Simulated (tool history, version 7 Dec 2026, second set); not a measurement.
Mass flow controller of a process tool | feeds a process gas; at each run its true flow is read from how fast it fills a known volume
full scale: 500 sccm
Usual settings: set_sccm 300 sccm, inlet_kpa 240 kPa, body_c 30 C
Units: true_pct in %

run	hour	set_sccm	inlet_kpa	body_c	true_pct
1	0.0	300	240	30	97.93
2	177.2	300	240	30	97.94
3	392.9	141	240	30	96.96
4	577.5	300	240	30	97.88
5	811.0	300	240	30	97.79
6	1003.4	300	143	30	98.28
7	1259.0	300	183	30	98.09
8	1422.9	416	183	30	98.71
9	1531.8	416	183	30	98.70
10	1748.5	416	183	30	98.63
11	1872.5	300	190	30	97.95
12	2098.2	300	240	30	97.62
13	2337.5	300	240	40	97.00
14	2566.1	300	240	29	97.75
15	2741.1	300	240	29	97.81
16	2880.8	447	240	30	98.37
17	3113.3	230	240	30	97.30
18	3302.1	230	240	30	97.30
19	3470.4	230	240	32	97.12
20	3699.8	300	240	32	97.47
21	3955.5	300	240	32	97.48
22	4178.4	300	240	39	96.97
23	4395.6	300	240	30	97.44
24	4516.6	300	240	21	98.09
25	4704.9	300	240	21	97.94
26	4941.4	345	251	21	98.24
27	5124.7	270	255	23	97.70
28	5355.8	129	229	39	96.27
29	5471.0	444	175	23	98.88
30	5721.4	444	175	23	98.82
31	5893.1	444	175	23	98.89
32	6064.0	444	175	23	98.81
33	6314.3	90	143	23	97.75
34	6502.5	300	143	22	98.18
35	6728.9	239	207	30	97.09
36	6894.8	300	141	27	97.80
37	7115.5	300	240	30	97.28
38	7245.0	61	240	23	98.00
39	7361.1	61	240	23	97.97
40	7610.7	289	259	21	97.65
41	7806.0	119	240	20	97.43
42	7959.7	300	227	30	97.21
43	8128.6	300	227	30	97.26
44	8242.1	206	272	30	96.58
45	8477.3	300	199	23	97.80
46	8617.0	141	240	30	96.63
47	8855.1	141	240	30	96.66

Forecast each of these 4 alternatives for the next run:
A	9037.3	54	218	32	?
B	9037.3	300	240	37	?
C	9037.3	52	224	36	?
D	9037.3	141	174	39	?

run	true_pct
A	97.85
B	96.57
C	97.88
D	96.46
Without the tool's hidden state the same runs would have given:
run	true_pct
A	96.48
B	97.75
C	96.39
D	97.01

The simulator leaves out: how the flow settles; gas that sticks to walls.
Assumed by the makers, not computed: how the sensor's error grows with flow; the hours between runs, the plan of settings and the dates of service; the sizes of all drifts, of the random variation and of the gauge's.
